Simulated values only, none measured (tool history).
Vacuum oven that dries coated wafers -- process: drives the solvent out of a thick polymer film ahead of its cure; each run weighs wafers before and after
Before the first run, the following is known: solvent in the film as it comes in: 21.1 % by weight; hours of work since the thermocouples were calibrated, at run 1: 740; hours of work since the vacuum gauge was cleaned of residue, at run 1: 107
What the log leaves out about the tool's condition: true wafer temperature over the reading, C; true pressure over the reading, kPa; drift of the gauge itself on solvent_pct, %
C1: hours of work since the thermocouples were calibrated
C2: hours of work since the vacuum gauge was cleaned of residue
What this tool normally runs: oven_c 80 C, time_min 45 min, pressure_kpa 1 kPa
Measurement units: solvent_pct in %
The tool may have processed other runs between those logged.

Run 1, hour 0: usual settings; C1 740; C2 107. Result: solvent_pct 2.75 %.
Run 2, hour 31.6: usual settings but pressure_kpa 0.62 kPa; C1 760; C2 127. Result: solvent_pct 2.68 %.
Run 3, hour 46.1: usual settings but pressure_kpa 0.62 kPa; C1 770; C2 136. Result: solvent_pct 2.69 %.
Run 4, hour 68.7: usual settings but pressure_kpa 0.65 kPa; C1 784; C2 151. Result: solvent_pct 2.71 %.
Run 5, hour 96.7: usual settings; C1 802; C2 169. Result: solvent_pct 2.73 %.
Run 6, hour 126.3: usual settings; C1 821; C2 188. Result: solvent_pct 2.72 %.
At hour 139: oven's thermocouples calibrated.
Run 7, hour 157.1: usual settings; C1 12; C2 207. Result: solvent_pct 3.1 %.
Run 8, hour 176.9: usual settings but pressure_kpa 3.91 kPa; C1 24; C2 220. Result: solvent_pct 3.56 %.
Run 9, hour 201.2: usual settings but pressure_kpa 3.91 kPa; C1 40; C2 235. Result: solvent_pct 3.55 %.
Run 10, hour 221.5: usual settings but pressure_kpa 3.91 kPa; C1 53; C2 248. Result: solvent_pct 3.56 %.
Run 11, hour 235.1: usual settings; C1 62; C2 257. Result: solvent_pct 3.07 %.
Run 12, hour 260.9: usual settings; C1 79; C2 274. Result: solvent_pct 3.04 %.
Run 13, hour 287.7: usual settings; C1 96; C2 291. Result: solvent_pct 3.05 %.
Run 14, hour 308.6: usual settings; C1 110; C2 305. Result: solvent_pct 3.06 %.
Run 15, hour 337.4: usual settings; C1 128; C2 323. Result: solvent_pct 3.04 %.
Run 16, hour 355.8: usual settings but oven_c 95 C, time_min 29 min, pressure_kpa 1.95 kPa; C1 140; C2 335. Result: solvent_pct 0.73 %.
Run 17, hour 369.8: usual settings but oven_c 95 C, time_min 71 min, pressure_kpa 0.61 kPa; C1 149; C2 344. Result: solvent_pct 0.08 %.
Run 18, hour 397.9: usual settings but oven_c 94 C, time_min 71 min, pressure_kpa 0.61 kPa; C1 167; C2 362. Result: solvent_pct 0.08 %.
Run 19, hour 417.3: usual settings but oven_c 78 C, pressure_kpa 2.59 kPa; C1 180; C2 375. Result: solvent_pct 4.15 %.
Run 20, hour 432.8: usual settings but oven_c 78 C, pressure_kpa 2.59 kPa; C1 190; C2 385. Result: solvent_pct 4.13 %.
Run 21, hour 463.7: usual settings but oven_c 78 C, pressure_kpa 2.76 kPa; C1 210; C2 405. Result: solvent_pct 4.15 %.
Run 22, hour 480.8: usual settings but oven_c 94 C, pressure_kpa 1.29 kPa; C1 221; C2 416. Result: solvent_pct 0.24 %.
Run 23, hour 498.8: usual settings but oven_c 81 C, pressure_kpa 2 kPa; C1 232; C2 427. Result: solvent_pct 2.77 %.
Run 24, hour 531.6: usual settings but oven_c 85 C, time_min 73 min, pressure_kpa 0.62 kPa; C1 254; C2 449. Result: solvent_pct 0.35 %.
Run 25, hour 563.3: usual settings but oven_c 73 C, pressure_kpa 1.35 kPa; C1 274; C2 469. Result: solvent_pct 6.31 %.
Run 26, hour 577.6: usual settings but oven_c 94 C, time_min 46 min, pressure_kpa 1.02 kPa; C1 283; C2 478. Result: solvent_pct 0.22 %.

What if the next run were any one of these 5? Each begins from the tool's condition after run 26:
Run A, hour 595.4: usual settings but oven_c 68 C, time_min 41 min, pressure_kpa 2.61 kPa; C1 295; C2 490. Result: solvent_pct ?.
Run B, hour 595.4: usual settings but oven_c 94 C, time_min 46 min, pressure_kpa 1.77 kPa; C1 295; C2 490. Result: solvent_pct ?.
Run C, hour 595.4: usual settings but time_min 74 min, pressure_kpa 1.02 kPa; C1 295; C2 490. Result: solvent_pct ?.
Run D, hour 595.4: usual settings but oven_c 65 C, time_min 27 min, pressure_kpa 1.05 kPa; C1 295; C2 490. Result: solvent_pct ?.
Run E, hour 595.4: usual settings but oven_c 89 C, time_min 24 min, pressure_kpa 2.09 kPa; C1 295; C2 490. Result: solvent_pct ?.

run  solvent_pct
  A          9.6
  B          0.3
  C         1.07
  D        12.66
  E         2.81
Without the tool's unlogged condition, the same runs would have read:
run  solvent_pct
  A         9.57
  B         0.29
  C         1.05
  D        12.64
  E          2.8

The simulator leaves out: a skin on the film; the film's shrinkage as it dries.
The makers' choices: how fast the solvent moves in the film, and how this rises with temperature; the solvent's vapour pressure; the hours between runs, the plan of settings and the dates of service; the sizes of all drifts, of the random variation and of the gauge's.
